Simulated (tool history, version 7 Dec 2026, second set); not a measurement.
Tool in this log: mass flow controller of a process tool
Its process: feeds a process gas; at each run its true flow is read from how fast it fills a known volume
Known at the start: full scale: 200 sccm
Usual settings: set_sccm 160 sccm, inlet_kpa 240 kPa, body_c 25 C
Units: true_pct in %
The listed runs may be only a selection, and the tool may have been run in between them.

run,hour,set_sccm,inlet_kpa,body_c,true_pct
1,0.0,160,240,25,99.72
2,248.9,160,240,25,99.82
3,433.6,160,240,25,99.86
4,575.1,160,240,25,99.84
5,788.5,160,240,25,99.76
# hour 810.5: controller's zero set anew
6,941.6,160,240,25,99.84
7,1131.5,56,230,25,99.35
8,1367.3,169,166,30,100.41
9,1546.9,22,166,28,100.10
# hour 1658.2: controller's zero set anew, once more
10,1754.2,87,164,28,99.53

Here are 5 independent what-if runs from the current tool condition. What would each one return?
A,1899.1,34,220,33,?
B,1899.1,21,240,25,?
C,1899.1,47,202,39,?
D,1899.1,108,280,30,?
E,1899.1,160,172,25,?

run,true_pct
A,99.72
B,99.04
C,100.34
D,99.82
E,99.93
With the hidden condition removed and each run's random variation left untouched, the same runs would have given:
run,true_pct
A,99.42
B,98.57
C,100.13
D,99.72
E,99.86
